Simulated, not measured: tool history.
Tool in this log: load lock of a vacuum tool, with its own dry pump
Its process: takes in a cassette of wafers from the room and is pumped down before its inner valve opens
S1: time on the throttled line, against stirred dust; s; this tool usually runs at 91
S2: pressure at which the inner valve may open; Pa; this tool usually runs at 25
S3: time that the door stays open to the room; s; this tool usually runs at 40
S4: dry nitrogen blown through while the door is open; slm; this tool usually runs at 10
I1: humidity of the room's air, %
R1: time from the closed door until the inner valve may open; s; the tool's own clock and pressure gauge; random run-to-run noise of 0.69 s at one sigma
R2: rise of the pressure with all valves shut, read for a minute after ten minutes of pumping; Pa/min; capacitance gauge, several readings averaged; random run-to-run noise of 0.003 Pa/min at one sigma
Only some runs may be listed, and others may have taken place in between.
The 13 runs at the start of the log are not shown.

{"run": 14, "hour": 2291.3, "S1": 136, "S2": 25, "S3": 40, "S4": 10, "I1": 41.6, "R1": 208.1, "R2": 0.175}
{"run": 15, "hour": 2513.6, "S1": 136, "S2": 25, "S3": 40, "S4": 10, "I1": 45.0, "R1": 207.8, "R2": 0.183}
{"run": 16, "hour": 2752.6, "S1": 136, "S2": 25, "S3": 40, "S4": 10, "I1": 47.3, "R1": 207.2, "R2": 0.192}
{"run": 17, "hour": 2991.5, "S1": 136, "S2": 25, "S3": 40, "S4": 10, "I1": 43.7, "R1": 208.1, "R2": 0.194}
{"run": 18, "hour": 3107.0, "S1": 91, "S2": 25, "S3": 40, "S4": 22, "I1": 43.9, "R1": 173.0, "R2": 0.188}
{"run": 19, "hour": 3344.7, "S1": 91, "S2": 25, "S3": 40, "S4": 22, "I1": 43.5, "R1": 172.0, "R2": 0.201}
{"run": 20, "hour": 3501.7, "S1": 91, "S2": 25, "S3": 40, "S4": 22, "I1": 48.4, "R1": 172.3, "R2": 0.201}
{"run": 21, "hour": 3699.3, "S1": 91, "S2": 25, "S3": 40, "S4": 22, "I1": 45.3, "R1": 173.4, "R2": 0.204}
{"run": 22, "hour": 3838.9, "S1": 157, "S2": 22, "S3": 60, "S4": 10, "I1": 47.3, "R1": 227.4, "R2": 0.235}
{"run": 23, "hour": 4032.4, "S1": 177, "S2": 30, "S3": 26, "S4": 10, "I1": 46.6, "R1": 240.2, "R2": 0.212}
{"hour": 4128.5, "done": "dry pump taken out, an overhauled one fitted"}
{"run": 24, "hour": 4164.9, "S1": 170, "S2": 26, "S3": 26, "S4": 36, "I1": 46.5, "R1": 225.7, "R2": 0.205}
{"run": 25, "hour": 4290.1, "S1": 170, "S2": 34, "S3": 26, "S4": 36, "I1": 46.1, "R1": 224.0, "R2": 0.207}
{"run": 26, "hour": 4449.8, "S1": 77, "S2": 30, "S3": 38, "S4": 10, "I1": 46.3, "R1": 148.1, "R2": 0.227}
{"run": 27, "hour": 4696.5, "S1": 77, "S2": 20, "S3": 59, "S4": 9, "I1": 42.2, "R1": 152.4, "R2": 0.244}
{"run": 28, "hour": 4869.7, "S1": 91, "S2": 25, "S3": 234, "S4": 4, "I1": 44.4, "R1": 162.9, "R2": 0.347}
{"run": 29, "hour": 4994.4, "S1": 91, "S2": 25, "S3": 234, "S4": 7, "I1": 41.6, "R1": 162.5, "R2": 0.334}
{"run": 30, "hour": 5167.9, "S1": 65, "S2": 21, "S3": 46, "S4": 7, "I1": 45.6, "R1": 143.7, "R2": 0.255}
{"hour": 5196.4, "done": "door's seal changed, seat wiped"}
{"run": 31, "hour": 5354.6, "S1": 91, "S2": 25, "S3": 86, "S4": 10, "I1": 44.9, "R1": 162.8, "R2": 0.069}
{"run": 32, "hour": 5595.8, "S1": 57, "S2": 27, "S3": 40, "S4": 10, "I1": 41.6, "R1": 134.5, "R2": 0.036}

What does the tool deliver on the next run?
{"run": 33, "hour": 5721.3, "S1": 110, "S2": 24, "S3": 144, "S4": 10, "I1": 42.3, "R1": "?", "R2": "?"}

{"run 33": {"R1": 179.6, "R2": 0.093}}
If the tool had no hidden condition, the same run with the same run-to-run variation would have returned R1 178.4 s, R2 0.090 Pa/min.
